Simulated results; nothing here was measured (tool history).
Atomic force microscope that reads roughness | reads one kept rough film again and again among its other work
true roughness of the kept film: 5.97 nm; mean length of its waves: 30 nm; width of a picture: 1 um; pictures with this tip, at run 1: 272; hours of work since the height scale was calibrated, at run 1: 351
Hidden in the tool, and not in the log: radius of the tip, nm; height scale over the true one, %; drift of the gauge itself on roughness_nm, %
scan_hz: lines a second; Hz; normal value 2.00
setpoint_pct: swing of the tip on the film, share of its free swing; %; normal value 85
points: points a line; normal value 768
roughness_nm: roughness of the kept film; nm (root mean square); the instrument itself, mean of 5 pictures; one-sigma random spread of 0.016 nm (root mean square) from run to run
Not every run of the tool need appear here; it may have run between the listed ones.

run   hour  scan_hz  setpoint_pct  points  pictures with this tip  hours of work since the height scale was calibrated  roughness_nm
  1    0.0     2.00            85     768                     272                                                  351         3.909
  2   11.3     0.50            85     768                     294                                                  358         4.707
  3   21.2     0.50            85     768                     314                                                  365         4.671
      32.1  -- new tip fitted
  4   34.0     0.50            85     513                       3                                                  373         4.688
  5   46.7     0.50            85     513                      29                                                  381         4.654
  6   59.8     0.50            85     513                      55                                                  390         4.693
  7   68.1     2.00            85     459                      71                                                  396         3.907
  8   80.3     2.00            67     768                      96                                                  404         4.550
  9   93.0     2.00            67     768                     121                                                  412         4.520
 10  108.5     2.00            85     279                     152                                                  422         3.867
 11  121.1     2.00            85     768                     177                                                  431         3.930
 12  132.1     2.00            85     768                     199                                                  438         3.919
 13  148.4     3.84            85     768                     231                                                  449         3.244
 14  156.5     3.84            85     768                     247                                                  454         3.230
 15  167.5     3.84            85     768                     269                                                  462         3.245
 16  179.8     2.00            85     357                     294                                                  470         3.882
 17  187.3     1.12            85     768                     309                                                  475         4.351
     200.9  -- new tip fitted
 18  201.8     0.71            85     768                       2                                                  484         4.577
 19  216.7     2.00            85     768                      31                                                  494         3.935
 20  224.0     2.00            85     768                      46                                                  499         3.936
 21  230.8     1.46            78     933                      59                                                  503         4.395
 22  245.8     3.13            69     292                      89                                                  513         4.165
 23  254.8     1.13            85     346                     107                                                  519         4.306
 24  267.5     2.38            63     318                     132                                                  528         4.508
 25  275.5     3.89            86     540                     148                                                  533         3.159
 26  290.8     3.89            62     508                     179                                                  543         4.314
 27  304.4     2.00            62     303                     206                                                  552         4.594
 28  316.3     0.57            62     365                     229                                                  560         4.887
 29  327.6     0.57            62     365                     252                                                  568         4.847
 30  342.4     1.46            60     321                     281                                                  577         4.746
 31  351.3     2.00            70     768                     299                                                  583         4.446
 32  359.2     2.00            70     768                     315                                                  589         4.467
     369.1  -- new tip fitted
 33  369.1     2.00            85     872                       0                                                  595         3.929
 34  383.7     2.00            85     872                      29                                                  605         3.900
 35  390.6     2.28            85     768                      43                                                  609         3.814
 36  399.5     1.68            85     768                      61                                                  615         4.041
 37  408.9     0.78            72     291                      80                                                  621         4.711
 38  416.8     1.70            71     291                      95                                                  627         4.485
 39  429.3     1.70            71     291                     120                                                  635         4.440
 40  437.3     2.00            83     343                     136                                                  640         3.950

Entry by entry between the runs, the difference in hidden state between the last listed run before and the first listed run after:
Between runs 3 and 4: new tip fitted (hour 32.1)
  radius of the tip, nm: 7.1 -> 7
Between runs 17 and 18: new tip fitted (hour 200.9)
  radius of the tip, nm: 7.1 -> 7
Between runs 32 and 33: new tip fitted (hour 369.1)
  radius of the tip, nm: 7.1 -> 7
